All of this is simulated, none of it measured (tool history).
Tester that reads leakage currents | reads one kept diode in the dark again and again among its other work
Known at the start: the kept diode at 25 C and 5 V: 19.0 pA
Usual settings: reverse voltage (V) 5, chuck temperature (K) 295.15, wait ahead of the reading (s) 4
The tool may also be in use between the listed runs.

run	hour	reverse voltage (V)	chuck temperature (K)	wait ahead of the reading (s)	current that the tester gives (pA)
1	0	5	295.15	4	14.74
2	123.9	5	313.15	4	67.31
# hour 180.8: chuck's temperature calibrated
3	251.7	5	313.15	4	73.63
4	406.4	5	313.15	4	73.81
5	492.4	5	295.15	1.38	17.42
6	615.1	5	295.15	4	17.09
7	685.9	5	296.15	4	18.68
8	813.9	5	304.15	4	35.25
9	965.1	5	304.15	4	35.61
10	1045.6	5	304.15	4	35.66
11	1146.5	5	304.15	4	35.63
12	1298.6	5	304.15	4	35.71
13	1413.1	5	304.15	4	35.81
14	1515.3	5	304.15	4	36.07
15	1586.8	5	304.15	4	35.98
16	1739.3	5	304.15	4	35.89
17	1811.8	5	304.15	4	36.09
18	1876.1	5	304.15	4	36.1
19	1998.7	5	295.15	4	19.1
# hour 2011.6: chuck's temperature calibrated
20	2130.3	5	295.15	4	20.5
21	2272.1	1.18	306.15	4	20.08
22	2402.3	1.18	306.15	4	19.9
23	2468.5	5	294.15	2.93	20.18
24	2614	2.13	314.15	4.38	51.77
25	2745.3	7.29	319.15	0.33	153.32
# hour 2761.3: probe card cleaned and baked
26	2848.9	7.29	319.15	0.33	160.5
27	2944.1	6.16	330.15	0.31	316.37
28	3007.8	6.16	330.15	0.31	314.95
29	3149.6	6.16	330.15	0.31	315.6
30	3299.5	2.25	308.15	1.57	35.53

Run 31 comes next. What will it give?
31	3363.2	2.25	308.15	1.57	?

current that the tester gives (pA): 35.41
Without the tool's hidden state the same run would have given current that the tester gives (pA) 31.03.

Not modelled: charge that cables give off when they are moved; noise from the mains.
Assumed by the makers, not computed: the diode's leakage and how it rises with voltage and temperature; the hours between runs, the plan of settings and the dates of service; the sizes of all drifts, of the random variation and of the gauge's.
